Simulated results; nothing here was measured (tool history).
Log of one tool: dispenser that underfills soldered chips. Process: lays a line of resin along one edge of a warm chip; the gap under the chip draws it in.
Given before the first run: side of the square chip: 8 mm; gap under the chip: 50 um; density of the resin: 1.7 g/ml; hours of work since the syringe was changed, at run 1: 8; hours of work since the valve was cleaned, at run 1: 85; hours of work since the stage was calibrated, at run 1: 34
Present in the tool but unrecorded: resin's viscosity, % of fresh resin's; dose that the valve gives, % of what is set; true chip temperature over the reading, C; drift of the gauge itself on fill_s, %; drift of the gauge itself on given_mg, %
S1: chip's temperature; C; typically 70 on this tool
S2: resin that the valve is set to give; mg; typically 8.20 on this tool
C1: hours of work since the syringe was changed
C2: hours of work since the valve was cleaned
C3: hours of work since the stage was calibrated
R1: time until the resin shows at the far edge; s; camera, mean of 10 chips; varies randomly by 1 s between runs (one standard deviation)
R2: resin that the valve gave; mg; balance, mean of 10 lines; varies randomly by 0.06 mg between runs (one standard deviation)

Run 1, hour 0.0: usual settings; C1 8; C2 85; C3 34. Result: R1 164.9 s, R2 7.53 mg.
At hour 4.8: new syringe of resin.
Run 2, hour 5.6: usual settings but S1 78 C; C1 1; C2 89; C3 37. Result: R1 80.9 s, R2 7.54 mg.
Run 3, hour 10.4: usual settings but S1 78 C; C1 4; C2 92; C3 40. Result: R1 95.7 s, R2 7.57 mg.
Run 4, hour 14.7: usual settings; C1 6; C2 95; C3 43. Result: R1 153.4 s, R2 7.37 mg.
Run 5, hour 18.3: usual settings; C1 9; C2 97; C3 45. Result: R1 176.6 s, R2 7.47 mg.
At hour 21.4: new syringe of resin.
Run 6, hour 21.4: usual settings; C1 0; C2 99; C3 47. Result: R1 101.5 s, R2 7.42 mg.
At hour 25.5: dispensing valve cleaned and set on the balance.
Run 7, hour 27.1: usual settings but S1 58 C; C1 3; C2 1; C3 50. Result: R1 182.0 s, R2 8.23 mg.
Run 8, hour 30.6: usual settings but S1 58 C; C1 5; C2 3; C3 52. Result: R1 212.2 s, R2 8.22 mg.
Run 9, hour 36.9: usual settings but S1 58 C; C1 9; C2 7; C3 56. Result: R1 275.4 s, R2 8.14 mg.
At hour 38.9: new syringe of resin.
Run 10, hour 39.9: usual settings but S1 58 C; C1 1; C2 9; C3 58. Result: R1 156.4 s, R2 8.05 mg.
Run 11, hour 43.7: usual settings but S1 58 C; C1 3; C2 11; C3 60. Result: R1 188.1 s, R2 8.04 mg.
Run 12, hour 48.0: usual settings but S1 56 C; C1 6; C2 14; C3 63. Result: R1 239.4 s, R2 8.17 mg.
Run 13, hour 52.6: usual settings but S1 62 C; C1 9; C2 17; C3 66. Result: R1 234.3 s, R2 8.04 mg.
At hour 55.4: new syringe of resin.
Run 14, hour 55.8: usual settings but S1 62 C; C1 0; C2 19; C3 68. Result: R1 134.2 s, R2 7.96 mg.
Run 15, hour 59.5: usual settings but S1 63 C, S2 7.02 mg; C1 3; C2 21; C3 70. Result: R1 154.5 s, R2 6.96 mg.
Run 16, hour 65.0: usual settings but S1 63 C, S2 7.02 mg; C1 6; C2 25; C3 74. Result: R1 197.4 s, R2 6.88 mg.
Run 17, hour 69.2: usual settings but S1 63 C, S2 8.17 mg; C1 9; C2 27; C3 76. Result: R1 220.2 s, R2 7.99 mg.
At hour 72.1: new syringe of resin.
Run 18, hour 72.4: usual settings but S1 71 C, S2 8.17 mg; C1 0; C2 29; C3 78. Result: R1 96.5 s, R2 8.01 mg.
Run 19, hour 76.3: usual settings but S1 69 C, S2 8.22 mg; C1 3; C2 32; C3 81. Result: R1 121.7 s, R2 7.99 mg.
Run 20, hour 82.8: usual settings but S1 69 C, S2 8.22 mg; C1 7; C2 36; C3 85. Result: R1 158.8 s, R2 7.98 mg.
At hour 88.9: new syringe of resin.
Run 21, hour 89.2: usual settings but S1 65 C, S2 10.15 mg; C1 0; C2 40; C3 89. Result: R1 115.8 s, R2 9.66 mg.

Consider 4 possible next runs. They are alternatives, not a sequence: every one starts from the tool as it was left by run 21. What does each give?
Run A, hour 94.0: usual settings but S2 10.15 mg; C1 3; C2 43; C3 92. Result: R1 ?, R2 ?.
Run B, hour 94.0: usual settings but S1 81 C, S2 7.97 mg; C1 3; C2 43; C3 92. Result: R1 ?, R2 ?.
Run C, hour 94.0: usual settings but S1 59 C; C1 3; C2 43; C3 92. Result: R1 ?, R2 ?.
Run D, hour 94.0: usual settings but S1 65 C, S2 8.74 mg; C1 3; C2 43; C3 92. Result: R1 ?, R2 ?.

run     R1    R2
  A  118.3  9.79
  B   83.9  7.65
  C  180.6  7.90
  D  139.3  8.45
With no hidden state in the tool, these same runs would have given:
run     R1     R2
  A   97.6  10.19
  B   69.0   7.97
  C  148.7   8.23
  D  114.7   8.80

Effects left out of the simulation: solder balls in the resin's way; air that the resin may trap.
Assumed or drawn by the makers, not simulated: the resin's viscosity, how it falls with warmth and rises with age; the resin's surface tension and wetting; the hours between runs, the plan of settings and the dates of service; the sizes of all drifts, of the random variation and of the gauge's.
